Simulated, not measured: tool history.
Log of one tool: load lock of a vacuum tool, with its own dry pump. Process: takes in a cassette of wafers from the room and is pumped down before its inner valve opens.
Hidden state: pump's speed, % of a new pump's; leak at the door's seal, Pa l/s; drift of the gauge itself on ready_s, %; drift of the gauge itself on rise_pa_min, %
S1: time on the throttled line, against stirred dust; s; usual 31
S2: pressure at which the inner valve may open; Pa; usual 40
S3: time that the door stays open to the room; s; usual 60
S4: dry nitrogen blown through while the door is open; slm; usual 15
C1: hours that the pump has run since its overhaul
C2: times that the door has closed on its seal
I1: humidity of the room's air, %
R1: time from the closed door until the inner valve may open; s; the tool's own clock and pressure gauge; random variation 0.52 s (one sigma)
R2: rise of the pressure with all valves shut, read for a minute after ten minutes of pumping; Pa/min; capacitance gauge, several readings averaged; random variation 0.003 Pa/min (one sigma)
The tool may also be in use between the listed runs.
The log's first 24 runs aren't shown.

{"run": 25, "hour": 3734.7, "S1": 28, "S2": 42, "S3": 60, "S4": 16, "C1": 1691, "C2": 54083, "I1": 44.3, "R1": 69.4, "R2": 0.223}
{"run": 26, "hour": 3850.9, "S1": 28, "S2": 42, "S3": 60, "S4": 16, "C1": 1808, "C2": 54611, "I1": 42.3, "R1": 68.7, "R2": 0.212}
{"run": 27, "hour": 4026.6, "S1": 28, "S2": 42, "S3": 60, "S4": 16, "C1": 1983, "C2": 55409, "I1": 44.6, "R1": 68.3, "R2": 0.225}
{"run": 28, "hour": 4215.6, "S1": 31, "S2": 69, "S3": 185, "S4": 26, "C1": 2172, "C2": 56268, "I1": 42.9, "R1": 68.9, "R2": 0.241}
{"run": 29, "hour": 4364.4, "S1": 20, "S2": 69, "S3": 185, "S4": 26, "C1": 2321, "C2": 56944, "I1": 46.9, "R1": 60.9, "R2": 0.244}
{"run": 30, "hour": 4552.2, "S1": 31, "S2": 40, "S3": 39, "S4": 15, "C1": 2509, "C2": 57797, "I1": 45.7, "R1": 72.5, "R2": 0.244}
{"run": 31, "hour": 4761.1, "S1": 31, "S2": 40, "S3": 39, "S4": 15, "C1": 2718, "C2": 58747, "I1": 46.9, "R1": 72.9, "R2": 0.248}
{"run": 32, "hour": 4970.8, "S1": 31, "S2": 40, "S3": 39, "S4": 4, "C1": 2928, "C2": 59699, "I1": 45.6, "R1": 73.2, "R2": 0.258}
{"run": 33, "hour": 5077.7, "S1": 46, "S2": 40, "S3": 143, "S4": 15, "C1": 3034, "C2": 60185, "I1": 45.1, "R1": 85.5, "R2": 0.277}

4 ways to go on from here, each from the tool as it stands after run 33. What would each give?
{"run": "A", "hour": 5236.7, "S1": 31, "S2": 40, "S3": 183, "S4": 15, "C1": 3193, "C2": 60907, "I1": 43, "R1": "?", "R2": "?"}
{"run": "B", "hour": 5236.7, "S1": 39, "S2": 28, "S3": 60, "S4": 15, "C1": 3193, "C2": 60907, "I1": 47.7, "R1": "?", "R2": "?"}
{"run": "C", "hour": 5236.7, "S1": 27, "S2": 58, "S3": 30, "S4": 15, "C1": 3193, "C2": 60907, "I1": 44.1, "R1": "?", "R2": "?"}
{"run": "D", "hour": 5236.7, "S1": 30, "S2": 40, "S3": 214, "S4": 6, "C1": 3193, "C2": 60907, "I1": 47, "R1": "?", "R2": "?"}

run=A R1=72.2 R2=0.285
run=B R1=81.9 R2=0.267
run=C R1=66.7 R2=0.257
run=D R1=72.2 R2=0.303
Without the tool's hidden state the same runs would have given:
run=A R1=68.8 R2=0.039
run=B R1=78.4 R2=0.024
run=C R1=63.4 R2=0.015
run=D R1=68.7 R2=0.058
